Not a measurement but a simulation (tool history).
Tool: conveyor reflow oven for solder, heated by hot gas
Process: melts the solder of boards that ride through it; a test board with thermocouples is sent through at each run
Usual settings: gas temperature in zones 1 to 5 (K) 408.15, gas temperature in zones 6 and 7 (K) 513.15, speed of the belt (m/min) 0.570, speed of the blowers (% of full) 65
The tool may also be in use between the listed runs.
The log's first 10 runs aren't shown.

run	hour	gas temperature in zones 1 to 5 (K)	gas temperature in zones 6 and 7 (K)	speed of the belt (m/min)	speed of the blowers (% of full)	highest temperature of the board (K)	time above the solder's melting point (s)
11	72.9	408.15	513.15	0.633	65	495.05	44.35
12	81.8	408.15	513.15	0.633	65	494.95	44.33
13	88.4	408.15	513.15	0.570	72	500.15	52.50
14	97.3	408.15	513.15	0.570	65	498.95	51.68
15	102.0	408.15	513.15	0.570	65	498.45	51.64
16	110.6	408.15	512.15	0.536	55	496.55	53.99
17	115.1	408.15	511.15	0.570	65	496.85	50.54
18	121.7	403.15	525.15	0.507	51	508.45	61.96
19	129.8	403.15	525.15	0.507	51	508.55	61.76
20	134.5	403.15	525.15	0.507	51	508.45	61.85
21	142.8	397.15	503.15	0.507	66	491.65	51.43
22	150.1	397.15	503.15	0.507	66	491.45	51.66
23	157.5	397.15	512.15	0.507	55	496.75	54.21
24	165.8	397.15	512.15	0.507	55	496.55	54.15

Run 25 comes next. What will it give?
25	171.5	408.15	507.15	0.570	65	?	?

{"run 25": {"highest temperature of the board (K)": 492.95, "time above the solder's melting point (s)": 48.75}}
Without the tool's hidden state the same run would have given highest temperature of the board (K) 493.05, time above the solder's melting point (s) 48.78.
